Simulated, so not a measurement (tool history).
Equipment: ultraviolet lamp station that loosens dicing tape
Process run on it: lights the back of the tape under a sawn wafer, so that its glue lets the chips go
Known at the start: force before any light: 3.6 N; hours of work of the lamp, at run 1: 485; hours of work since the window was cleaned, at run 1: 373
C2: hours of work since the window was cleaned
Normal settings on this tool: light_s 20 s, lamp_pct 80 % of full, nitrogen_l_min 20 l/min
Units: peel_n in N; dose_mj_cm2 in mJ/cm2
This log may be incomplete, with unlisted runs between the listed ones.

run 1 hour=0 | light_s=20 lamp_pct=80 nitrogen_l_min=20 | hours_of_work_of_the_lamp=485 C2=373 | peel_n=0.667 dose_mj_cm2=315
run 2 hour=22.5 | light_s=20 lamp_pct=80 nitrogen_l_min=20 | hours_of_work_of_the_lamp=501 C2=388 | peel_n=0.68 dose_mj_cm2=307
-- hour=37.3 window cleaned of glue's vapour
run 3 hour=37.3 | light_s=20 lamp_pct=80 nitrogen_l_min=20 | hours_of_work_of_the_lamp=511 C2=0 | peel_n=0.625 dose_mj_cm2=326
run 4 hour=52.4 | light_s=20 lamp_pct=66 nitrogen_l_min=20 | hours_of_work_of_the_lamp=522 C2=11 | peel_n=0.819 dose_mj_cm2=266
run 5 hour=73 | light_s=20 lamp_pct=80 nitrogen_l_min=20 | hours_of_work_of_the_lamp=536 C2=25 | peel_n=0.611 dose_mj_cm2=322
run 6 hour=93.5 | light_s=20 lamp_pct=81 nitrogen_l_min=20 | hours_of_work_of_the_lamp=550 C2=39 | peel_n=0.611 dose_mj_cm2=327
run 7 hour=113.3 | light_s=20 lamp_pct=80 nitrogen_l_min=20 | hours_of_work_of_the_lamp=564 C2=53 | peel_n=0.635 dose_mj_cm2=318
run 8 hour=135 | light_s=20 lamp_pct=94 nitrogen_l_min=20 | hours_of_work_of_the_lamp=579 C2=68 | peel_n=0.513 dose_mj_cm2=373
run 9 hour=158.9 | light_s=20 lamp_pct=94 nitrogen_l_min=20 | hours_of_work_of_the_lamp=596 C2=85 | peel_n=0.525 dose_mj_cm2=369
run 10 hour=179.2 | light_s=20 lamp_pct=94 nitrogen_l_min=20 | hours_of_work_of_the_lamp=610 C2=99 | peel_n=0.522 dose_mj_cm2=372
run 11 hour=197.4 | light_s=12 lamp_pct=80 nitrogen_l_min=20 | hours_of_work_of_the_lamp=622 C2=111 | peel_n=1.263 dose_mj_cm2=188
run 12 hour=210.7 | light_s=12 lamp_pct=80 nitrogen_l_min=20 | hours_of_work_of_the_lamp=632 C2=121 | peel_n=1.234 dose_mj_cm2=184
run 13 hour=227.1 | light_s=12 lamp_pct=80 nitrogen_l_min=20 | hours_of_work_of_the_lamp=643 C2=132 | peel_n=1.261 dose_mj_cm2=188
run 14 hour=244.4 | light_s=12 lamp_pct=80 nitrogen_l_min=20 | hours_of_work_of_the_lamp=655 C2=144 | peel_n=1.223 dose_mj_cm2=178
run 15 hour=268.6 | light_s=12 lamp_pct=80 nitrogen_l_min=20 | hours_of_work_of_the_lamp=672 C2=161 | peel_n=1.247 dose_mj_cm2=182
run 16 hour=288.8 | light_s=37 lamp_pct=80 nitrogen_l_min=20 | hours_of_work_of_the_lamp=686 C2=175 | peel_n=0.268 dose_mj_cm2=566
run 17 hour=300.7 | light_s=16 lamp_pct=69 nitrogen_l_min=20 | hours_of_work_of_the_lamp=694 C2=183 | peel_n=1.094 dose_mj_cm2=209
run 18 hour=311.3 | light_s=16 lamp_pct=69 nitrogen_l_min=20 | hours_of_work_of_the_lamp=702 C2=191 | peel_n=1.109 dose_mj_cm2=202
run 19 hour=329.3 | light_s=12 lamp_pct=69 nitrogen_l_min=8 | hours_of_work_of_the_lamp=714 C2=203 | peel_n=1.707 dose_mj_cm2=155
run 20 hour=344.4 | light_s=12 lamp_pct=69 nitrogen_l_min=8 | hours_of_work_of_the_lamp=725 C2=214 | peel_n=1.701 dose_mj_cm2=155
run 21 hour=360.7 | light_s=19 lamp_pct=82 nitrogen_l_min=40 | hours_of_work_of_the_lamp=736 C2=225 | peel_n=0.634 dose_mj_cm2=290
run 22 hour=381.8 | light_s=19 lamp_pct=82 nitrogen_l_min=40 | hours_of_work_of_the_lamp=751 C2=240 | peel_n=0.677 dose_mj_cm2=288
run 23 hour=396.5 | light_s=19 lamp_pct=82 nitrogen_l_min=40 | hours_of_work_of_the_lamp=761 C2=250 | peel_n=0.64 dose_mj_cm2=292
run 24 hour=416.6 | light_s=23 lamp_pct=79 nitrogen_l_min=18 | hours_of_work_of_the_lamp=775 C2=264 | peel_n=0.614 dose_mj_cm2=333
run 25 hour=429.5 | light_s=20 lamp_pct=80 nitrogen_l_min=21 | hours_of_work_of_the_lamp=784 C2=273 | peel_n=0.688 dose_mj_cm2=294
run 26 hour=451.3 | light_s=31 lamp_pct=61 nitrogen_l_min=13 | hours_of_work_of_the_lamp=799 C2=288 | peel_n=0.651 dose_mj_cm2=341
run 27 hour=475.3 | light_s=31 lamp_pct=61 nitrogen_l_min=13 | hours_of_work_of_the_lamp=816 C2=305 | peel_n=0.651 dose_mj_cm2=338
run 28 hour=487.3 | light_s=31 lamp_pct=86 nitrogen_l_min=15 | hours_of_work_of_the_lamp=824 C2=313 | peel_n=0.393 dose_mj_cm2=480
run 29 hour=502.4 | light_s=20 lamp_pct=80 nitrogen_l_min=33 | hours_of_work_of_the_lamp=835 C2=324 | peel_n=0.675 dose_mj_cm2=289
run 30 hour=515.1 | light_s=20 lamp_pct=80 nitrogen_l_min=33 | hours_of_work_of_the_lamp=843 C2=332 | peel_n=0.676 dose_mj_cm2=282
run 31 hour=534.2 | light_s=18 lamp_pct=80 nitrogen_l_min=19 | hours_of_work_of_the_lamp=857 C2=346 | peel_n=0.874 dose_mj_cm2=251
run 32 hour=546.2 | light_s=20 lamp_pct=97 nitrogen_l_min=20 | hours_of_work_of_the_lamp=865 C2=354 | peel_n=0.584 dose_mj_cm2=345

Consider 5 possible next runs. They are alternatives, not a sequence: every one starts from the tool as it was left by run 32. What does each give?
run A hour=570.6 | light_s=38 lamp_pct=72 nitrogen_l_min=35 | hours_of_work_of_the_lamp=882 C2=371 | peel_n=? dose_mj_cm2=?
run B hour=570.6 | light_s=20 lamp_pct=69 nitrogen_l_min=20 | hours_of_work_of_the_lamp=882 C2=371 | peel_n=? dose_mj_cm2=?
run C hour=570.6 | light_s=20 lamp_pct=80 nitrogen_l_min=10 | hours_of_work_of_the_lamp=882 C2=371 | peel_n=? dose_mj_cm2=?
run D hour=570.6 | light_s=18 lamp_pct=97 nitrogen_l_min=9 | hours_of_work_of_the_lamp=882 C2=371 | peel_n=? dose_mj_cm2=?
run E hour=570.6 | light_s=16 lamp_pct=61 nitrogen_l_min=15 | hours_of_work_of_the_lamp=882 C2=371 | peel_n=? dose_mj_cm2=?

run=A peel_n=0.307 dose_mj_cm2=479
run=B peel_n=0.921 dose_mj_cm2=243
run=C peel_n=0.945 dose_mj_cm2=279
run=D peel_n=0.866 dose_mj_cm2=308
run=E peel_n=1.394 dose_mj_cm2=171
With the hidden condition removed and each run's random variation left untouched, the same runs would have given:
run=A peel_n=0.218 dose_mj_cm2=636
run=B peel_n=0.629 dose_mj_cm2=321
run=C peel_n=0.647 dose_mj_cm2=370
run=D peel_n=0.581 dose_mj_cm2=408
run=E peel_n=1.047 dose_mj_cm2=227
